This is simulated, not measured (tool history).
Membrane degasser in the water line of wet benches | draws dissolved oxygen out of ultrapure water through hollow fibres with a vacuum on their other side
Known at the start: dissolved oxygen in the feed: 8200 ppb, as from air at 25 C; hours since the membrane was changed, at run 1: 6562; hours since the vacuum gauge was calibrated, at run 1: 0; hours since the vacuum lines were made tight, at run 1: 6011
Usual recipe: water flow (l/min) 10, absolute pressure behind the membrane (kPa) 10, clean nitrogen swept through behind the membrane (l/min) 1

run,hour,water flow (l/min),absolute pressure behind the membrane (kPa),clean nitrogen swept through behind the membrane (l/min),hours since the membrane was changed,hours since the vacuum gauge was calibrated,hours since the vacuum lines were made tight,dissolved oxygen in the water behind the degasser (ppb),pressure that the water loses in the fibres (kPa)
1,0,10,10,1,6562,0,6011,203.2,72.22
2,337,10,10,1,6899,337,6348,203.4,72.19
3,684.3,10,10,1,7246,684,6695,204.5,72.35
4,963.8,10,10,1,7526,964,6975,206.2,72.32
5,1188,13,10,1,7750,1188,7199,278.2,94.71
6,1531.1,10,10,1,8093,1531,7542,205.9,72.98
7,1793.2,10,10,1,8355,1793,7804,205.1,73.04
8,2061.8,11,10,1,8624,2062,8073,236.5,80.51
9,2402.4,10,10,1.05,8964,2402,8413,204.9,73.88
10,2646.8,10,10,1.05,9209,2647,8658,199.7,73.76
11,2789.2,10,10,1.05,9351,2789,8800,206,73.24
12,3004.5,10,10,1.05,9566,3004,9015,201.1,73.68
13,3314.7,10,11.9,1,9877,3315,9326,254.2,73.96
14,3558.3,16,11.9,1,10120,3558,9569,434.3,117.71
15,3824.8,10,21.5,1,10387,3825,9836,474.7,74.11
16,4141.2,10,21.5,1,10703,4141,10152,477.8,74.28
# hour 4267: seals of the vacuum lines changed
17,4416.1,10,8.1,1,10976,4414,149,162.3,74.09
18,4622.1,7,9.4,0.89,11182,4620,355,135.3,52.16
# hour 4650.6: vacuum gauge calibrated
19,4907.3,7,10,2.17,11467,257,640,75.2,52.02
20,5212.2,13,11.1,2.17,11772,562,945,199.4,96.56
21,5401.3,12,9.7,1,11961,751,1134,254.9,89.8
# hour 5713.8: vacuum gauge calibrated, once more
22,5716.7,12,9.4,1.43,12276,3,1449,194.8,90.18
23,5896.1,12,9.4,1.43,12455,182,1628,193.1,90.54
24,6102.1,12,9.4,1.43,12661,388,1834,197.6,90.02
25,6290.5,12,9.9,1,12849,577,2023,255.7,90.04
26,6608.9,16,11,2.36,13168,895,2341,253.7,120.85
27,6772.4,13,8.6,0.8,13331,1059,2504,280.3,97.78
28,7012.3,13,9.8,0.4,13571,1299,2744,511.1,99.09
29,7172.4,13,9.8,0.4,13731,1459,2904,507.8,98.63
30,7422.7,11,10,1.44,13982,1709,3155,190,84.06
31,7626.5,11,10,1.44,14185,1913,3359,187.6,83.93

Selected run-to-run steps in dissolved oxygen in the water behind the degasser (ppb), each split into two signed amounts: the part the tool would show with no hidden state at all (from settings, incoming material and random variation), and the remainder, which goes to the hidden state together with any gauge scatter not common to the measured and the hidden-state-free results:
Hidden state present: membrane still open, %; true pressure behind the membrane over the reading, kPa; air that leaks in behind the membrane, l/min; drift of the gauge itself on oxygen_ppb, %; drift of the gauge itself on loss_of_pressure_kpa, %.
Run 13 -> 14: water flow (l/min) 10 -> 16. dissolved oxygen in the water behind the degasser (ppb) +180.1: hidden state +15.9, all else +164.2.
Run 16 -> 17: absolute pressure behind the membrane (kPa) 21.5 -> 8.1, seals of the vacuum lines changed. dissolved oxygen in the water behind the degasser (ppb) -315.5: hidden state -21.3, all else -294.2.
Run 19 -> 20: water flow (l/min) 7 -> 13, absolute pressure behind the membrane (kPa) 10 -> 11.1. dissolved oxygen in the water behind the degasser (ppb) +124.2: hidden state +20.3, all else +103.9.
Run 27 -> 28: absolute pressure behind the membrane (kPa) 8.6 -> 9.8, clean nitrogen swept through behind the membrane (l/min) 0.8 -> 0.4. dissolved oxygen in the water behind the degasser (ppb) +230.8: hidden state +1, all else +229.8.
Run 29 -> 30: water flow (l/min) 13 -> 11, absolute pressure behind the membrane (kPa) 9.8 -> 10, clean nitrogen swept through behind the membrane (l/min) 0.4 -> 1.44. dissolved oxygen in the water behind the degasser (ppb) -317.8: hidden state -6.6, all else -311.2.
